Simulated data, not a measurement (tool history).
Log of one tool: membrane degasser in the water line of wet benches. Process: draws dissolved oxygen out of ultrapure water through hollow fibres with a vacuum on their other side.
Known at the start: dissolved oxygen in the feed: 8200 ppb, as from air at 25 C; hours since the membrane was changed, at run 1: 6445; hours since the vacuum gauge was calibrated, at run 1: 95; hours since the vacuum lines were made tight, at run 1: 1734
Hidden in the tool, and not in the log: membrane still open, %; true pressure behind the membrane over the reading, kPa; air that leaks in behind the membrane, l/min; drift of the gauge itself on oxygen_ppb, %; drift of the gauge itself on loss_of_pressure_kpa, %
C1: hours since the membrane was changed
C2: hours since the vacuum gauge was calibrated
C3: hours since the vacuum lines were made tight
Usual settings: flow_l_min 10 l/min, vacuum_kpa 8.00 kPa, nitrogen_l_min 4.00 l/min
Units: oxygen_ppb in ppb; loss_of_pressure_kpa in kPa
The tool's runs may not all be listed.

{"run": 1, "hour": 0.0, "flow_l_min": 10, "vacuum_kpa": 8.0, "nitrogen_l_min": 4.0, "C1": 6445, "C2": 95, "C3": 1734, "oxygen_ppb": 49.1, "loss_of_pressure_kpa": 57.59}
{"run": 2, "hour": 153.1, "flow_l_min": 9, "vacuum_kpa": 8.0, "nitrogen_l_min": 4.0, "C1": 6598, "C2": 248, "C3": 1887, "oxygen_ppb": 38.2, "loss_of_pressure_kpa": 51.64}
{"run": 3, "hour": 285.2, "flow_l_min": 9, "vacuum_kpa": 8.0, "nitrogen_l_min": 4.0, "C1": 6730, "C2": 380, "C3": 2019, "oxygen_ppb": 37.8, "loss_of_pressure_kpa": 51.85}
{"run": 4, "hour": 458.7, "flow_l_min": 9, "vacuum_kpa": 8.0, "nitrogen_l_min": 4.0, "C1": 6904, "C2": 554, "C3": 2193, "oxygen_ppb": 37.7, "loss_of_pressure_kpa": 51.97}
{"run": 5, "hour": 622.5, "flow_l_min": 9, "vacuum_kpa": 8.0, "nitrogen_l_min": 4.0, "C1": 7068, "C2": 718, "C3": 2357, "oxygen_ppb": 39.1, "loss_of_pressure_kpa": 52.18}
{"run": 6, "hour": 719.6, "flow_l_min": 10, "vacuum_kpa": 19.29, "nitrogen_l_min": 4.0, "C1": 7165, "C2": 815, "C3": 2454, "oxygen_ppb": 121.4, "loss_of_pressure_kpa": 57.81}
{"run": 7, "hour": 865.3, "flow_l_min": 10, "vacuum_kpa": 19.29, "nitrogen_l_min": 4.0, "C1": 7311, "C2": 961, "C3": 2600, "oxygen_ppb": 121.3, "loss_of_pressure_kpa": 58.31}
{"run": 8, "hour": 968.6, "flow_l_min": 10, "vacuum_kpa": 19.29, "nitrogen_l_min": 4.0, "C1": 7414, "C2": 1064, "C3": 2703, "oxygen_ppb": 120.0, "loss_of_pressure_kpa": 57.94}
{"run": 9, "hour": 1054.6, "flow_l_min": 10, "vacuum_kpa": 19.29, "nitrogen_l_min": 4.0, "C1": 7500, "C2": 1150, "C3": 2789, "oxygen_ppb": 120.5, "loss_of_pressure_kpa": 58.4}
{"run": 10, "hour": 1174.2, "flow_l_min": 10, "vacuum_kpa": 5.08, "nitrogen_l_min": 4.0, "C1": 7619, "C2": 1269, "C3": 2908, "oxygen_ppb": 31.7, "loss_of_pressure_kpa": 57.98}
{"run": 11, "hour": 1368.9, "flow_l_min": 10, "vacuum_kpa": 5.08, "nitrogen_l_min": 4.0, "C1": 7814, "C2": 1464, "C3": 3103, "oxygen_ppb": 31.4, "loss_of_pressure_kpa": 57.99}
{"run": 12, "hour": 1565.5, "flow_l_min": 10, "vacuum_kpa": 5.08, "nitrogen_l_min": 4.0, "C1": 8011, "C2": 1661, "C3": 3300, "oxygen_ppb": 31.9, "loss_of_pressure_kpa": 57.94}
{"run": 13, "hour": 1667.3, "flow_l_min": 12, "vacuum_kpa": 5.08, "nitrogen_l_min": 4.0, "C1": 8113, "C2": 1762, "C3": 3402, "oxygen_ppb": 59.5, "loss_of_pressure_kpa": 69.34}
{"run": 14, "hour": 1853.0, "flow_l_min": 10, "vacuum_kpa": 8.0, "nitrogen_l_min": 4.0, "C1": 8298, "C2": 1948, "C3": 3587, "oxygen_ppb": 51.7, "loss_of_pressure_kpa": 58.35}
{"run": 15, "hour": 2028.6, "flow_l_min": 10, "vacuum_kpa": 8.0, "nitrogen_l_min": 4.0, "C1": 8474, "C2": 2124, "C3": 3763, "oxygen_ppb": 51.4, "loss_of_pressure_kpa": 58.28}
{"run": 16, "hour": 2216.1, "flow_l_min": 10, "vacuum_kpa": 8.0, "nitrogen_l_min": 5.37, "C1": 8661, "C2": 2311, "C3": 3950, "oxygen_ppb": 43.6, "loss_of_pressure_kpa": 58.17}
{"run": 17, "hour": 2356.7, "flow_l_min": 10, "vacuum_kpa": 8.0, "nitrogen_l_min": 5.37, "C1": 8802, "C2": 2452, "C3": 4091, "oxygen_ppb": 42.9, "loss_of_pressure_kpa": 58.32}

The next listed run, before its measurement:
{"run": 18, "hour": 2460.5, "flow_l_min": 7, "vacuum_kpa": 8.0, "nitrogen_l_min": 4.0, "C1": 8906, "C2": 2556, "C3": 4195, "oxygen_ppb": "?", "loss_of_pressure_kpa": "?"}

oxygen_ppb: 25.6 ppb
loss_of_pressure_kpa: 41.05 kPa
Without the tool's hidden state the same run would have given oxygen_ppb 22.8 ppb, loss_of_pressure_kpa 38.94 kPa.
